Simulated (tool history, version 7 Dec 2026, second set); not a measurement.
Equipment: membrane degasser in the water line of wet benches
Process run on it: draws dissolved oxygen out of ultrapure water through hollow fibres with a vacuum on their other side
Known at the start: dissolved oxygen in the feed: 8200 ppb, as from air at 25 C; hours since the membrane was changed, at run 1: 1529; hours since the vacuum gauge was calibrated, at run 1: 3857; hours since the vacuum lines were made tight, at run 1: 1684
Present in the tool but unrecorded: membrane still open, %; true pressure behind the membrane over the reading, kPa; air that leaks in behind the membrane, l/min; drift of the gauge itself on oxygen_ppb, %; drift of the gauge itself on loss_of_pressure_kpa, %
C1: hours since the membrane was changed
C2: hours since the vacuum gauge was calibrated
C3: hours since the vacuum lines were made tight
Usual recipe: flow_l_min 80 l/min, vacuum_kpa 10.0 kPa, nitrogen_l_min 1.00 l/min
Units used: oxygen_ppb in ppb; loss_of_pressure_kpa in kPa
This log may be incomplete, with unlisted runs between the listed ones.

{"run": 1, "hour": 0.0, "flow_l_min": 80, "vacuum_kpa": 10.0, "nitrogen_l_min": 1.0, "C1": 1529, "C2": 3857, "C3": 1684, "oxygen_ppb": 886.0, "loss_of_pressure_kpa": 44.45}
{"run": 2, "hour": 29.4, "flow_l_min": 80, "vacuum_kpa": 15.7, "nitrogen_l_min": 1.0, "C1": 1558, "C2": 3887, "C3": 1714, "oxygen_ppb": 1486.4, "loss_of_pressure_kpa": 44.4}
{"run": 3, "hour": 76.8, "flow_l_min": 80, "vacuum_kpa": 15.7, "nitrogen_l_min": 1.0, "C1": 1606, "C2": 3934, "C3": 1761, "oxygen_ppb": 1517.6, "loss_of_pressure_kpa": 44.55}
{"run": 4, "hour": 109.2, "flow_l_min": 80, "vacuum_kpa": 15.7, "nitrogen_l_min": 1.98, "C1": 1638, "C2": 3966, "C3": 1793, "oxygen_ppb": 952.7, "loss_of_pressure_kpa": 44.61}
{"run": 5, "hour": 134.3, "flow_l_min": 80, "vacuum_kpa": 15.7, "nitrogen_l_min": 1.72, "C1": 1663, "C2": 3992, "C3": 1819, "oxygen_ppb": 1031.2, "loss_of_pressure_kpa": 44.2}
{"run": 6, "hour": 180.4, "flow_l_min": 80, "vacuum_kpa": 10.0, "nitrogen_l_min": 1.0, "C1": 1709, "C2": 4038, "C3": 1865, "oxygen_ppb": 888.9, "loss_of_pressure_kpa": 44.46}
{"run": 7, "hour": 222.1, "flow_l_min": 80, "vacuum_kpa": 10.0, "nitrogen_l_min": 1.0, "C1": 1751, "C2": 4079, "C3": 1906, "oxygen_ppb": 896.1, "loss_of_pressure_kpa": 44.36}
{"run": 8, "hour": 252.9, "flow_l_min": 80, "vacuum_kpa": 10.0, "nitrogen_l_min": 1.0, "C1": 1782, "C2": 4110, "C3": 1937, "oxygen_ppb": 897.0, "loss_of_pressure_kpa": 44.64}
{"run": 9, "hour": 282.6, "flow_l_min": 80, "vacuum_kpa": 10.0, "nitrogen_l_min": 1.0, "C1": 1812, "C2": 4140, "C3": 1967, "oxygen_ppb": 903.0, "loss_of_pressure_kpa": 44.65}
{"run": 10, "hour": 311.6, "flow_l_min": 80, "vacuum_kpa": 10.0, "nitrogen_l_min": 1.0, "C1": 1841, "C2": 4169, "C3": 1996, "oxygen_ppb": 878.4, "loss_of_pressure_kpa": 44.56}
{"hour": 316.1, "done": "vacuum gauge calibrated"}
{"run": 11, "hour": 366.6, "flow_l_min": 102, "vacuum_kpa": 10.0, "nitrogen_l_min": 0.78, "C1": 1895, "C2": 51, "C3": 2050, "oxygen_ppb": 1221.7, "loss_of_pressure_kpa": 56.61}
{"run": 12, "hour": 397.8, "flow_l_min": 102, "vacuum_kpa": 9.5, "nitrogen_l_min": 2.28, "C1": 1926, "C2": 82, "C3": 2081, "oxygen_ppb": 575.0, "loss_of_pressure_kpa": 56.99}
{"run": 13, "hour": 450.2, "flow_l_min": 102, "vacuum_kpa": 9.5, "nitrogen_l_min": 2.28, "C1": 1979, "C2": 134, "C3": 2134, "oxygen_ppb": 584.4, "loss_of_pressure_kpa": 56.85}
{"run": 14, "hour": 485.5, "flow_l_min": 102, "vacuum_kpa": 9.5, "nitrogen_l_min": 2.28, "C1": 2014, "C2": 169, "C3": 2169, "oxygen_ppb": 578.8, "loss_of_pressure_kpa": 56.84}
{"run": 15, "hour": 536.7, "flow_l_min": 52, "vacuum_kpa": 8.3, "nitrogen_l_min": 1.0, "C1": 2065, "C2": 221, "C3": 2220, "oxygen_ppb": 521.0, "loss_of_pressure_kpa": 29.32}
{"run": 16, "hour": 565.0, "flow_l_min": 88, "vacuum_kpa": 8.0, "nitrogen_l_min": 0.52, "C1": 2093, "C2": 249, "C3": 2249, "oxygen_ppb": 1031.9, "loss_of_pressure_kpa": 49.06}
{"hour": 611.3, "done": "vacuum gauge calibrated, once more"}
{"run": 17, "hour": 614.3, "flow_l_min": 127, "vacuum_kpa": 16.9, "nitrogen_l_min": 1.36, "C1": 2142, "C2": 3, "C3": 2297, "oxygen_ppb": 1740.6, "loss_of_pressure_kpa": 70.72}
{"run": 18, "hour": 651.9, "flow_l_min": 82, "vacuum_kpa": 10.0, "nitrogen_l_min": 0.89, "C1": 2180, "C2": 41, "C3": 2335, "oxygen_ppb": 921.8, "loss_of_pressure_kpa": 46.11}
{"run": 19, "hour": 700.5, "flow_l_min": 68, "vacuum_kpa": 6.1, "nitrogen_l_min": 0.57, "C1": 2228, "C2": 89, "C3": 2384, "oxygen_ppb": 473.6, "loss_of_pressure_kpa": 38.31}

Consider 5 possible next runs. They are alternatives, not a sequence: every one starts from the tool as it was left by run 19. What does each give?
{"run": "A", "hour": 736.3, "flow_l_min": 97, "vacuum_kpa": 10.0, "nitrogen_l_min": 0.48, "C1": 2264, "C2": 125, "C3": 2419, "oxygen_ppb": "?", "loss_of_pressure_kpa": "?"}
{"run": "B", "hour": 736.3, "flow_l_min": 68, "vacuum_kpa": 6.1, "nitrogen_l_min": 0.46, "C1": 2264, "C2": 125, "C3": 2419, "oxygen_ppb": "?", "loss_of_pressure_kpa": "?"}
{"run": "C", "hour": 736.3, "flow_l_min": 52, "vacuum_kpa": 15.4, "nitrogen_l_min": 0.79, "C1": 2264, "C2": 125, "C3": 2419, "oxygen_ppb": "?", "loss_of_pressure_kpa": "?"}
{"run": "D", "hour": 736.3, "flow_l_min": 68, "vacuum_kpa": 13.8, "nitrogen_l_min": 0.54, "C1": 2264, "C2": 125, "C3": 2419, "oxygen_ppb": "?", "loss_of_pressure_kpa": "?"}
{"run": "E", "hour": 736.3, "flow_l_min": 68, "vacuum_kpa": 6.8, "nitrogen_l_min": 0.54, "C1": 2264, "C2": 125, "C3": 2419, "oxygen_ppb": "?", "loss_of_pressure_kpa": "?"}

run=A oxygen_ppb=1399.3 loss_of_pressure_kpa=54.66
run=B oxygen_ppb=541.9 loss_of_pressure_kpa=37.83
run=C oxygen_ppb=1268.2 loss_of_pressure_kpa=29.11
run=D oxygen_ppb=1612.4 loss_of_pressure_kpa=38.12
run=E oxygen_ppb=616.8 loss_of_pressure_kpa=38.11
What these runs would have given with no unlogged condition in the tool:
run=A oxygen_ppb=1404.2 loss_of_pressure_kpa=52.80
run=B oxygen_ppb=542.2 loss_of_pressure_kpa=36.53
run=C oxygen_ppb=1268.9 loss_of_pressure_kpa=28.11
run=D oxygen_ppb=1619.0 loss_of_pressure_kpa=36.82
run=E oxygen_ppb=617.2 loss_of_pressure_kpa=36.80
